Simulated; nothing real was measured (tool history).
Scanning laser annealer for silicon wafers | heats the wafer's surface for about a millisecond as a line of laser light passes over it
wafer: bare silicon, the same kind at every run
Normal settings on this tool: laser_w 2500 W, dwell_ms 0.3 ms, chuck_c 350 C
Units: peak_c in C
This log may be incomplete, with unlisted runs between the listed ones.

run,day,laser_w,dwell_ms,chuck_c,peak_c
1,0,2500,0.3,350,1196
2,2.608,2500,0.3,357,1203
3,6.088,2500,0.3,357,1198
4,8.417,2500,0.3,357,1198
5,11.517,2500,0.3,357,1194
6,15.388,2500,0.3,350,1188
7,17.996,2500,0.3,350,1181
8,21.588,2500,0.3,350,1178
9,23.254,2500,0.236,350,1074
10,26.229,2500,0.3,350,1177
11,29.362,2500,0.3,350,1178
12,32.229,2500,0.3,350,1170
13,33.958,2500,0.3,350,1171
14,35.775,2500,0.363,350,1263
15,37.979,2500,0.363,350,1263
16,41.208,2387,0.293,315,1087
17,43.329,2702,0.293,338,1208
18,45.675,2702,0.342,338,1287
19,48.588,2686,0.283,318,1159
# day 49.021: window over the wafer cleaned
20,52.417,2360,0.351,326,1210
21,54.133,2500,0.261,361,1153
22,55.929,2636,0.3,362,1264
23,58.15,2636,0.3,362,1266
24,60.475,2636,0.273,366,1219
25,62.383,2500,0.3,341,1197
26,64.633,2500,0.3,341,1190
27,66.858,2382,0.299,350,1158
28,68.867,2643,0.259,376,1204
29,71.483,2500,0.334,353,1249

Branching from run 29: 5 alternative next runs. What would each branch give?
A,73.108,2654,0.3,365,?
B,73.108,2500,0.379,364,?
C,73.108,2568,0.368,331,?
D,73.108,2579,0.328,381,?
E,73.108,2593,0.237,353,?

run,peak_c
A,1259
B,1326
C,1304
D,1297
E,1119
The same runs, with their run-to-run variation unchanged, on a tool lacking any hidden condition would have given:
run,peak_c
A,1262
B,1329
C,1307
D,1300
E,1121

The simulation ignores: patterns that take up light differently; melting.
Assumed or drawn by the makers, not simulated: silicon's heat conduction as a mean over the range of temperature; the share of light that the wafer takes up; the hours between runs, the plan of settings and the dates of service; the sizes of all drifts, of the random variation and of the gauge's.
